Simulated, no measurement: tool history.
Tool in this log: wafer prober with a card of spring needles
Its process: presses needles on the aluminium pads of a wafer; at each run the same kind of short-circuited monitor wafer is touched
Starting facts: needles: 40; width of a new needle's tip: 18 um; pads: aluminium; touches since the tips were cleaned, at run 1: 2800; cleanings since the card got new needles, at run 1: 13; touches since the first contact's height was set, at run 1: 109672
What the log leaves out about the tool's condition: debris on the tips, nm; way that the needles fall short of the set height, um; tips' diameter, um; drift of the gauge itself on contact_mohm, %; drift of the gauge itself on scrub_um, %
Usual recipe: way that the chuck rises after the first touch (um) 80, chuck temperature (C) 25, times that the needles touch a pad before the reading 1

run	hour	way that the chuck rises after the first touch (um)	chuck temperature (C)	times that the needles touch a pad before the reading	touches since the tips were cleaned	cleanings since the card got new needles	touches since the first contact's height was set	resistance of one needle with its contact and lead (mohm)	way that a needle slides on the pad (um)
1	0.0	80	25	1	2800	13	109672	321	12.40
# hour 7.7: height of the first contact set anew
# hour 9.0: tips cleaned on abrasive film
2	19.4	80	25	1	5150	14	5753	378	12.52
# hour 23.5: tips cleaned on abrasive film
3	31.9	80	25	1	4156	15	11930	343	12.50
# hour 37.6: tips cleaned on abrasive film
4	45.6	80	25	1	3971	16	18691	345	12.51
# hour 52.3: tips cleaned on abrasive film
5	54.2	80	25	1	979	17	22961	241	12.50
# hour 66.3: tips cleaned on abrasive film
# hour 69.7: tips cleaned on abrasive film, once more
6	72.1	80	25	1	1184	19	31742	266	12.45
# hour 84.1: tips cleaned on abrasive film
7	87.1	80	37	1	1461	20	39160	287	12.46
# hour 98.4: tips cleaned on abrasive film
8	99.5	80	37	1	545	21	45283	226	12.42
# hour 112.5: tips cleaned on abrasive film
9	114.9	76	37	1	1174	22	52909	285	11.78
10	123.8	76	37	1	5635	22	57370	381	11.77
# hour 127.2: tips cleaned on abrasive film
# hour 141.6: tips cleaned on abrasive film
11	142.0	76	37	1	223	24	66332	219	11.80
# hour 155.4: tips cleaned on abrasive film
12	156.0	76	37	1	276	25	73219	219	11.76
# hour 169.2: tips cleaned on abrasive film
13	172.7	76	37	1	1735	26	81512	307	11.76
# hour 183.2: tips cleaned on abrasive film
14	184.2	98	25	1	464	27	87164	200	15.14
# hour 196.9: tips cleaned on abrasive film
15	196.9	98	25	1	0	28	93466	176	15.15
16	206.5	80	25	1	4759	28	98225	368	12.33
# hour 211.1: tips cleaned on abrasive film
17	214.5	93	25	1	1693	29	102175	262	14.33
# hour 224.9: tips cleaned on abrasive film
18	227.7	93	25	1	1407	30	108712	246	14.35
# hour 237.9: height of the first contact set anew
# hour 239.0: tips cleaned on abrasive film
19	247.0	75	25	1	4002	31	4503	376	11.74
# hour 253.1: tips cleaned on abrasive film
20	260.5	75	25	2	3675	32	11183	287	11.70
# hour 267.1: tips cleaned on abrasive film
21	278.3	75	25	2	5604	33	20013	304	11.64
# hour 281.0: tips cleaned on abrasive film
# hour 295.2: tips cleaned on abrasive film
22	296.4	66	80	1	587	35	28910	277	10.24
# hour 310.2: tips cleaned on abrasive film
23	313.5	66	80	1	1651	36	37362	349	10.26
# hour 324.4: tips cleaned on abrasive film
24	328.4	91	26	2	1996	37	44739	227	14.12
# hour 339.0: tips cleaned on abrasive film
25	345.7	84	49	3	3352	38	53296	233	13.07
# hour 353.5: tips cleaned on abrasive film
26	355.8	84	49	3	1151	39	58297	205	13.00
# hour 367.5: tips cleaned on abrasive film
27	369.2	84	49	3	842	40	64890	198	13.02
# hour 381.0: tips cleaned on abrasive film
28	381.2	84	49	3	102	41	70859	186	13.02
# hour 394.9: tips cleaned on abrasive film
29	400.2	84	49	3	2645	42	80271	226	13.00
# hour 408.7: tips cleaned on abrasive film
30	415.7	80	121	1	3483	43	87902	345	12.35
# hour 422.3: tips cleaned on abrasive film
31	429.9	80	121	1	3775	44	94915	356	12.36
# hour 436.3: tips cleaned on abrasive film
32	439.4	80	108	2	1577	45	99631	253	12.33

3 options for the next run, each taken on its own from the tool as it stands now. Forecast them:
# hour 450.1: tips cleaned on abrasive film
A	451.6	80	86	1	748	46	105666	?	?
# hour 450.1: tips cleaned on abrasive film
B	451.6	86	25	1	748	46	105666	?	?
# hour 450.1: tips cleaned on abrasive film
C	451.6	65	28	1	748	46	105666	?	?

run	resistance of one needle with its contact and lead (mohm)	way that a needle slides on the pad (um)
A	251	12.35
B	242	13.22
C	293	9.98
What these runs would have given with no unlogged condition in the tool:
run	resistance of one needle with its contact and lead (mohm)	way that a needle slides on the pad (um)
A	181	12.53
B	173	13.41
C	177	10.16
